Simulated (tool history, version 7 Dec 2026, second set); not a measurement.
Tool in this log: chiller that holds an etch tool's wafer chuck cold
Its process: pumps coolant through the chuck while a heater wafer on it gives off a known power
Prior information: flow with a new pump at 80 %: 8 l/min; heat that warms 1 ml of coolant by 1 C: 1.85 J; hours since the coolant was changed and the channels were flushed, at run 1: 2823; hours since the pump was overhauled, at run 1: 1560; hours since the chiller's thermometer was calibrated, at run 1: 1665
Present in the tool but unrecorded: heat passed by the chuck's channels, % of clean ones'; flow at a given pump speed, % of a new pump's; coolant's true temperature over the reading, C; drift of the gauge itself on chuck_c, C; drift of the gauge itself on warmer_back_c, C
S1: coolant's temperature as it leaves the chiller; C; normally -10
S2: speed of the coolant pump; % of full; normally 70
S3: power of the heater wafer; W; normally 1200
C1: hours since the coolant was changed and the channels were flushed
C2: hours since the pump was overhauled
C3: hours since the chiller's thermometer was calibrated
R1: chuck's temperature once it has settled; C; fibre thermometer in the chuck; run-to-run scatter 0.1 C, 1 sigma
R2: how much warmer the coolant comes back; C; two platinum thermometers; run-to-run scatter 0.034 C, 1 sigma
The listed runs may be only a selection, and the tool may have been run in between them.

Run 1, hour 0: usual settings; C1 2823; C2 1560; C3 1665. Result: R1 2.4 C, R2 5.69 C.
Run 2, hour 19: usual settings; C1 2842; C2 1579; C3 1684. Result: R1 2.5 C, R2 5.63 C.
Run 3, hour 40.6: usual settings but S3 633 W; C1 2864; C2 1601; C3 1706. Result: R1 -3.5 C, R2 3.02 C.
Run 4, hour 59.3: usual settings but S3 633 W; C1 2883; C2 1619; C3 1724. Result: R1 -3.6 C, R2 2.94 C.
Run 5, hour 77.1: usual settings but S3 633 W; C1 2900; C2 1637; C3 1742. Result: R1 -3.5 C, R2 3 C.
Run 6, hour 107.2: usual settings but S2 65 % of full; C1 2931; C2 1667; C3 1772. Result: R1 3.2 C, R2 6.1 C.
Run 7, hour 132.2: usual settings but S2 65 % of full; C1 2956; C2 1692; C3 1797. Result: R1 3.2 C, R2 6.09 C.
Run 8, hour 169.8: usual settings but S2 65 % of full; C1 2993; C2 1730; C3 1835. Result: R1 3.2 C, R2 6.09 C.
Run 9, hour 194.6: usual settings but S2 68 % of full; C1 3018; C2 1754; C3 1860. Result: R1 2.7 C, R2 5.86 C.
Run 10, hour 213.7: usual settings but S2 68 % of full; C1 3037; C2 1774; C3 1879. Result: R1 2.6 C, R2 5.88 C.
Run 11, hour 246.7: usual settings but S1 -19 C, S2 68 % of full; C1 3070; C2 1807; C3 1912. Result: R1 -6.2 C, R2 5.81 C.
Run 12, hour 283.6: usual settings but S1 -6 C, S2 68 % of full; C1 3107; C2 1844; C3 1949. Result: R1 6.8 C, R2 5.84 C.
Run 13, hour 312: usual settings but S1 -13 C; C1 3135; C2 1872; C3 1977. Result: R1 -0.6 C, R2 5.62 C.
Run 14, hour 334.3: usual settings but S1 -13 C; C1 3158; C2 1894; C3 1999. Result: R1 -0.6 C, R2 5.69 C.
Run 15, hour 366.2: usual settings; C1 3190; C2 1926; C3 2031. Result: R1 2.5 C, R2 5.63 C.
Run 16, hour 401.5: usual settings but S2 83 % of full; C1 3225; C2 1961; C3 2067. Result: R1 0.8 C, R2 4.78 C.
Run 17, hour 423.9: usual settings but S1 -19 C, S2 77 % of full, S3 937 W; C1 3247; C2 1984; C3 2089. Result: R1 -10.1 C, R2 4.03 C.
Run 18, hour 457.7: usual settings but S1 -3 C, S2 79 % of full, S3 1036 W; C1 3281; C2 2018; C3 2123. Result: R1 6.8 C, R2 4.3 C.
Run 19, hour 494.1: usual settings but S1 -12 C, S3 769 W; C1 3317; C2 2054; C3 2159. Result: R1 -3.9 C, R2 3.6 C.
Run 20, hour 518.5: usual settings but S1 -3 C, S3 871 W; C1 3342; C2 2078; C3 2184. Result: R1 6.1 C, R2 4.14 C.
Run 21, hour 537.4: usual settings but S1 -20 C, S2 66 % of full, S3 1538 W; C1 3361; C2 2097; C3 2203. Result: R1 -3 C, R2 7.74 C.
Run 22, hour 556.2: usual settings but S1 -18 C; C1 3380; C2 2116; C3 2221. Result: R1 -5.6 C, R2 5.74 C.
Run 23, hour 579.5: usual settings but S1 -4 C, S2 98 % of full, S3 794 W; C1 3403; C2 2139; C3 2245. Result: R1 2.2 C, R2 2.68 C.
Run 24, hour 618.8: usual settings but S1 -7 C, S3 634 W; C1 3442; C2 2179; C3 2284. Result: R1 -0.6 C, R2 2.99 C.
Run 25, hour 645.2: usual settings but S1 -7 C, S3 634 W; C1 3469; C2 2205; C3 2310. Result: R1 -0.7 C, R2 3.01 C.
Run 26, hour 670: usual settings but S1 -7 C, S3 634 W; C1 3493; C2 2230; C3 2335. Result: R1 -0.6 C, R2 3.03 C.
Run 27, hour 688.4: usual settings but S1 -6 C, S2 84 % of full, S3 1512 W; C1 3512; C2 2248; C3 2354. Result: R1 7.3 C, R2 5.92 C.
Run 28, hour 718.4: usual settings but S1 -6 C, S2 84 % of full, S3 1512 W; C1 3542; C2 2278; C3 2384. Result: R1 7.6 C, R2 5.95 C.
Run 29, hour 735.7: usual settings but S1 0 C, S2 95 % of full, S3 939 W; C1 3559; C2 2296; C3 2401. Result: R1 7.4 C, R2 3.29 C.
Run 30, hour 767.4: usual settings but S1 -12 C, S2 99 % of full, S3 1098 W; C1 3591; C2 2327; C3 2433. Result: R1 -3.4 C, R2 3.69 C.
Run 31, hour 785.9: usual settings but S1 -12 C, S2 99 % of full, S3 1098 W; C1 3609; C2 2346; C3 2451. Result: R1 -3.3 C, R2 3.67 C.

Some steps in R1, run to run, broken into two amounts with sign: the step expected even without the hidden condition (settings, incoming material, random variation), and the rest, left for the hidden condition together with whatever gauge scatter is not in both the measured and the hidden-condition-free result:
Run 5 -> 6: S2 70 -> 65, S3 633 -> 1200. R1 +6.7 C: hidden state +0.5, all else +6.2.
Run 11 -> 12: S1 -19 -> -6. R1 +13 C: hidden state -0.1, all else +13.1.
Run 16 -> 17: S1 -10 -> -19, S2 83 -> 77, S3 1200 -> 937. R1 -10.9 C: hidden state -0.2, all else -10.7.
Run 17 -> 18: S1 -19 -> -3, S2 77 -> 79, S3 937 -> 1036. R1 +16.9 C: hidden state +0.2, all else +16.7.
Run 20 -> 21: S1 -3 -> -20, S2 70 -> 66, S3 871 -> 1538. R1 -9.1 C: hidden state +0.6, all else -9.7.
Run 22 -> 23: S1 -18 -> -4, S2 70 -> 98, S3 1200 -> 794. R1 +7.8 C: hidden state -0.5, all else +8.3.
